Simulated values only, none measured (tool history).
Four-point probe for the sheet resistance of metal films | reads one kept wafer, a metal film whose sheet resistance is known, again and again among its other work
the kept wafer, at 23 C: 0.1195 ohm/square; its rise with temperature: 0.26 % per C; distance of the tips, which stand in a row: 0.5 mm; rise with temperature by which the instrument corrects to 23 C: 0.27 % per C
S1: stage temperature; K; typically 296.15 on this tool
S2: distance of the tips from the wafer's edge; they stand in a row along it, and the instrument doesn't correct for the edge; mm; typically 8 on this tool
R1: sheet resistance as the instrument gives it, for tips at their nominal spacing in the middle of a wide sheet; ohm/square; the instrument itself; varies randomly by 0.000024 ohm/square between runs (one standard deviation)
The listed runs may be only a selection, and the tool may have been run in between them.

{"run": 1, "hour": 0.0, "S1": 296.15, "S2": 8, "R1": 0.119732}
{"run": 2, "hour": 64.6, "S1": 296.15, "S2": 8, "R1": 0.11981}
{"run": 3, "hour": 133.3, "S1": 296.15, "S2": 8, "R1": 0.119774}
{"run": 4, "hour": 253.0, "S1": 296.15, "S2": 11, "R1": 0.119654}
{"run": 5, "hour": 328.4, "S1": 296.15, "S2": 11, "R1": 0.119643}
{"run": 6, "hour": 454.0, "S1": 296.15, "S2": 11, "R1": 0.11961}
{"run": 7, "hour": 557.4, "S1": 296.15, "S2": 11, "R1": 0.119639}
{"run": 8, "hour": 642.1, "S1": 294.15, "S2": 8, "R1": 0.119743}
{"run": 9, "hour": 774.5, "S1": 296.15, "S2": 51, "R1": 0.119545}
{"run": 10, "hour": 894.6, "S1": 308.15, "S2": 51, "R1": 0.119376}
{"run": 11, "hour": 1019.2, "S1": 308.15, "S2": 51, "R1": 0.119369}
{"run": 12, "hour": 1100.8, "S1": 296.15, "S2": 8, "R1": 0.119787}
{"run": 13, "hour": 1177.1, "S1": 296.15, "S2": 8, "R1": 0.119807}
{"run": 14, "hour": 1299.8, "S1": 296.15, "S2": 4, "R1": 0.120477}
{"run": 15, "hour": 1432.2, "S1": 296.15, "S2": 4, "R1": 0.120456}
{"run": 16, "hour": 1542.3, "S1": 296.15, "S2": 4, "R1": 0.120466}
{"run": 17, "hour": 1621.2, "S1": 296.15, "S2": 4, "R1": 0.120513}
{"run": 18, "hour": 1742.0, "S1": 301.15, "S2": 8, "R1": 0.119705}
{"run": 19, "hour": 1876.6, "S1": 301.15, "S2": 8, "R1": 0.119752}
{"run": 20, "hour": 1957.8, "S1": 301.15, "S2": 8, "R1": 0.119697}
{"run": 21, "hour": 2101.9, "S1": 297.15, "S2": 8, "R1": 0.119765}
{"run": 22, "hour": 2234.0, "S1": 297.15, "S2": 8, "R1": 0.119732}
{"run": 23, "hour": 2343.9, "S1": 296.15, "S2": 8, "R1": 0.119763}
{"run": 24, "hour": 2416.4, "S1": 296.15, "S2": 8, "R1": 0.119767}
{"run": 25, "hour": 2555.2, "S1": 296.15, "S2": 8, "R1": 0.119766}
{"run": 26, "hour": 2681.4, "S1": 295.15, "S2": 8, "R1": 0.119787}
{"run": 27, "hour": 2760.0, "S1": 295.15, "S2": 23, "R1": 0.119586}
{"run": 28, "hour": 2884.9, "S1": 295.15, "S2": 23, "R1": 0.119576}
{"run": 29, "hour": 3003.7, "S1": 295.15, "S2": 23, "R1": 0.119531}
{"run": 30, "hour": 3105.1, "S1": 302.15, "S2": 39, "R1": 0.119411}
{"run": 31, "hour": 3241.5, "S1": 297.15, "S2": 15, "R1": 0.119583}
{"run": 32, "hour": 3380.8, "S1": 297.15, "S2": 15, "R1": 0.11958}
{"run": 33, "hour": 3513.2, "S1": 301.15, "S2": 67, "R1": 0.119477}
{"run": 34, "hour": 3595.6, "S1": 305.15, "S2": 14, "R1": 0.119527}
{"run": 35, "hour": 3735.8, "S1": 296.15, "S2": 6, "R1": 0.119939}
{"run": 36, "hour": 3819.8, "S1": 296.15, "S2": 5, "R1": 0.120164}
{"run": 37, "hour": 3920.0, "S1": 299.15, "S2": 35, "R1": 0.119534}
{"run": 38, "hour": 3988.2, "S1": 299.15, "S2": 35, "R1": 0.119503}
{"run": 39, "hour": 4133.1, "S1": 307.15, "S2": 4, "R1": 0.120377}
{"run": 40, "hour": 4248.9, "S1": 307.15, "S2": 4, "R1": 0.120426}
{"run": 41, "hour": 4357.8, "S1": 301.15, "S2": 10, "R1": 0.119638}
{"run": 42, "hour": 4458.9, "S1": 305.15, "S2": 22, "R1": 0.119414}
{"run": 43, "hour": 4537.6, "S1": 305.15, "S2": 22, "R1": 0.119451}
{"run": 44, "hour": 4678.4, "S1": 304.15, "S2": 3, "R1": 0.121194}
{"run": 45, "hour": 4820.0, "S1": 296.15, "S2": 71, "R1": 0.119522}

Not shown: 2 entries that the log had between the listed runs. Between which runs, and how does the tool's hidden state differ before and after?
From run 14 to run 15: stage's thermometer calibrated (hour 1349.5)
  nothing in the hidden state changes from one run to the other
From run 38 to run 39: stage's thermometer calibrated (hour 4008.5)
  nothing in the hidden state changes from one run to the other
